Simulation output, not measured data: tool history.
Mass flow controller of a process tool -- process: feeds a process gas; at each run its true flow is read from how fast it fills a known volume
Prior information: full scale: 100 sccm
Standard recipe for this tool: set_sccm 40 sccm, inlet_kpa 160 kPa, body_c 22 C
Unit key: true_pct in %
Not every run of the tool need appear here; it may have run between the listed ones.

run      day  set_sccm  inlet_kpa  body_c  true_pct
  1    0.000        40        160      22     99.40
  2    9.838        40        160      22     99.40
  3   16.142        40        160      22     99.47
  4   20.246        40        160      22     99.35
  5   25.000        40        160      39    100.89
  6   33.988        40        160      22     99.21
  7   38.754        40        160      22     99.30
  8   45.467        25        160      22     99.03
  9   52.808        25        160      22     98.95
 10   60.608        40        160      22     99.20
 11   64.812        40        206      22     98.98
 12   72.167        40        206      22     98.86
 13   79.375        40        206      22     98.85
 14   86.904        40        158      22     98.83
 15   93.692        40        158      22     98.79
 16   97.896        23        143      21     98.67
 17  107.800        23        143      21     98.59
 18  112.400        28        279      28     99.06
 19  119.771        40        278      26     98.87
 20  129.154        40        184      24     98.86
 21  138.771        40        204      32     99.51
 22  146.838        40        144      32     99.54
 23  151.575        12        176      22     98.23
 24  157.775        12        176      22     98.25
 25  166.171        40        160      22     98.34
 26  171.204        32        214      37     99.58
 27  178.612        40        160      24     98.46
 28  182.750        40        163      27     98.69

Consider 4 possible next runs. They are alternatives, not a sequence: every one starts from the tool as it was left by run 28. What does each give?
  A  189.862        18        163      38         ?
  B  189.862        10        215      26         ?
  C  189.862        16        171      39         ?
  D  189.862        12        221      33         ?

run  true_pct
  A     99.76
  B     98.37
  C     99.72
  D     98.97
What these runs would have given with no unlogged condition in the tool:
run  true_pct
  A    101.00
  B     99.60
  C    100.96
  D    100.21

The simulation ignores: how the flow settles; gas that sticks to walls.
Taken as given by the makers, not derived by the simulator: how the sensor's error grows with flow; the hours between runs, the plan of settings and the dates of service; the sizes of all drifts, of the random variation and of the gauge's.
